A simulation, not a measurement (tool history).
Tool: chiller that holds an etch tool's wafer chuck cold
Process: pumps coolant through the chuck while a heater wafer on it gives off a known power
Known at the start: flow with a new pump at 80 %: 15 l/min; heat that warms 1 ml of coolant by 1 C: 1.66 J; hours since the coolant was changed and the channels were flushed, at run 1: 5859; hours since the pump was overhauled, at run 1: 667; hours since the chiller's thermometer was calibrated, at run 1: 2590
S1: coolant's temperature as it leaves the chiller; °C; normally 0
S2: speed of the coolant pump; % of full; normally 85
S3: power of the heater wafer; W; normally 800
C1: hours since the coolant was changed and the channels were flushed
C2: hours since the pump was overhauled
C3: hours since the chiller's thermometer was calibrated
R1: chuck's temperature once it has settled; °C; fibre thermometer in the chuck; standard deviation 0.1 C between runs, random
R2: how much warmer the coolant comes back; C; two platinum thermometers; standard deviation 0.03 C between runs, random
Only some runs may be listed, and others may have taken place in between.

run 1 hour=0.0 | S1=0 S2=85 S3=800 | C1=5859 C2=667 C3=2590 | R1=9.1 R2=1.79
run 2 hour=116.9 | S1=0 S2=86 S3=800 | C1=5976 C2=784 C3=2707 | R1=8.8 R2=1.74
run 3 hour=176.3 | S1=0 S2=86 S3=800 | C1=6036 C2=843 C3=2766 | R1=9.0 R2=1.76
run 4 hour=258.7 | S1=0 S2=85 S3=800 | C1=6118 C2=926 C3=2849 | R1=9.0 R2=1.77
run 5 hour=327.4 | S1=0 S2=85 S3=800 | C1=6187 C2=995 C3=2918 | R1=8.9 R2=1.84
run 6 hour=470.4 | S1=0 S2=85 S3=800 | C1=6330 C2=1138 C3=3061 | R1=9.0 R2=1.84
run 7 hour=547.7 | S1=0 S2=85 S3=800 | C1=6407 C2=1215 C3=3138 | R1=8.9 R2=1.77
run 8 hour=674.8 | S1=0 S2=85 S3=800 | C1=6534 C2=1342 C3=3265 | R1=9.1 R2=1.78
run 9 hour=741.1 | S1=0 S2=98 S3=800 | C1=6600 C2=1408 C3=3331 | R1=8.0 R2=1.58
run 10 hour=813.6 | S1=0 S2=98 S3=800 | C1=6673 C2=1481 C3=3404 | R1=7.8 R2=1.54
run 11 hour=911.5 | S1=0 S2=98 S3=800 | C1=6771 C2=1579 C3=3502 | R1=7.9 R2=1.54
run 12 hour=1027.8 | S1=6 S2=68 S3=800 | C1=6887 C2=1695 C3=3618 | R1=16.5 R2=2.27
run 13 hour=1139.2 | S1=6 S2=68 S3=800 | C1=6999 C2=1806 C3=3729 | R1=16.4 R2=2.29
run 14 hour=1199.4 | S1=6 S2=68 S3=800 | C1=7059 C2=1867 C3=3790 | R1=16.6 R2=2.32
run 15 hour=1271.1 | S1=-8 S2=63 S3=821 | C1=7130 C2=1938 C3=3861 | R1=3.4 R2=2.54
run 16 hour=1345.0 | S1=-5 S2=95 S3=922 | C1=7204 C2=2012 C3=3935 | R1=4.4 R2=1.82
run 17 hour=1463.8 | S1=4 S2=100 S3=835 | C1=7323 C2=2131 C3=4054 | R1=12.1 R2=1.55
run 18 hour=1593.2 | S1=-5 S2=78 S3=835 | C1=7453 C2=2260 C3=4183 | R1=4.7 R2=2.12
-- hour=1657.6 chiller's thermometer calibrated
run 19 hour=1710.3 | S1=-5 S2=78 S3=835 | C1=7569 C2=2376 C3=53 | R1=5.1 R2=2.13
run 20 hour=1809.7 | S1=10 S2=61 S3=410 | C1=7668 C2=2476 C3=152 | R1=15.9 R2=1.32

For each entry between runs, how does the tool's hidden state at the last listed run before it compare with that at the first listed run after it?
Runs 18 to 19: chiller's thermometer calibrated (hour 1657.6)
  coolant's true temperature over the reading, C: -0.01 -> 0
